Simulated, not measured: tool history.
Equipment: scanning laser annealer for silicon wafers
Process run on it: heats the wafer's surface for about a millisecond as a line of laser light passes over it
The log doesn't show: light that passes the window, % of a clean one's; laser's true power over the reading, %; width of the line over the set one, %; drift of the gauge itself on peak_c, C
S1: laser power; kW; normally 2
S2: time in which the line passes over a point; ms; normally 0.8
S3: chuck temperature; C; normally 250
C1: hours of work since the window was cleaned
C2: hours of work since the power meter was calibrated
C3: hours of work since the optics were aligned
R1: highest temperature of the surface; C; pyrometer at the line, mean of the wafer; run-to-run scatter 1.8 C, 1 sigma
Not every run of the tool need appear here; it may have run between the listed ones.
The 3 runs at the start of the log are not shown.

run 4 hour=62 | S1=1.739 S2=0.821 S3=250 | C1=540 C2=508 C3=880 | R1=880
run 5 hour=85.2 | S1=1.739 S2=0.821 S3=250 | C1=553 C2=521 C3=893 | R1=879
run 6 hour=96 | S1=1.739 S2=0.821 S3=250 | C1=559 C2=527 C3=899 | R1=878
run 7 hour=119.6 | S1=2 S2=0.8 S3=250 | C1=572 C2=540 C3=912 | R1=974
run 8 hour=133 | S1=2 S2=0.8 S3=250 | C1=580 C2=548 C3=920 | R1=974
run 9 hour=149.4 | S1=2 S2=0.8 S3=250 | C1=589 C2=557 C3=929 | R1=974
run 10 hour=166.8 | S1=2 S2=0.8 S3=250 | C1=599 C2=566 C3=939 | R1=973
run 11 hour=180 | S1=2 S2=0.8 S3=250 | C1=606 C2=574 C3=946 | R1=973
run 12 hour=204.9 | S1=2 S2=0.8 S3=287 | C1=620 C2=588 C3=960 | R1=1009
run 13 hour=226 | S1=2 S2=0.632 S3=287 | C1=632 C2=600 C3=972 | R1=938
run 14 hour=236.5 | S1=2.079 S2=0.8 S3=250 | C1=638 C2=605 C3=978 | R1=1006
run 15 hour=247.6 | S1=2.079 S2=0.8 S3=250 | C1=644 C2=612 C3=984 | R1=1004
run 16 hour=270 | S1=1.793 S2=0.624 S3=282 | C1=656 C2=624 C3=997 | R1=852
run 17 hour=281.7 | S1=2 S2=0.58 S3=238 | C1=663 C2=631 C3=1003 | R1=867
run 18 hour=299.5 | S1=2 S2=0.58 S3=238 | C1=673 C2=641 C3=1013 | R1=863
-- hour=311.5 window over the wafer cleaned
run 19 hour=323.9 | S1=1.907 S2=0.76 S3=282 | C1=7 C2=653 C3=1026 | R1=983
run 20 hour=342.2 | S1=1.818 S2=0.562 S3=270 | C1=17 C2=663 C3=1036 | R1=853
run 21 hour=361.6 | S1=1.818 S2=0.562 S3=270 | C1=28 C2=674 C3=1047 | R1=851
run 22 hour=375.1 | S1=1.932 S2=0.8 S3=250 | C1=36 C2=682 C3=1054 | R1=975
run 23 hour=394.3 | S1=1.932 S2=0.8 S3=250 | C1=46 C2=693 C3=1065 | R1=973
run 24 hour=418.4 | S1=1.817 S2=0.666 S3=239 | C1=60 C2=706 C3=1078 | R1=862
run 25 hour=429.2 | S1=2.088 S2=0.681 S3=286 | C1=66 C2=712 C3=1085 | R1=1019
run 26 hour=442.6 | S1=2 S2=0.847 S3=239 | C1=73 C2=720 C3=1092 | R1=1006
run 27 hour=457.5 | S1=1.896 S2=0.8 S3=250 | C1=82 C2=728 C3=1100 | R1=959

What does the tool deliver on the next run?
run 28 hour=479.2 | S1=1.904 S2=0.811 S3=250 | C1=94 C2=740 C3=1112 | R1=?

Run 28 yielded R1 965 C.
If the tool had no hidden condition, the same run with the same run-to-run variation would have returned R1 981 C.
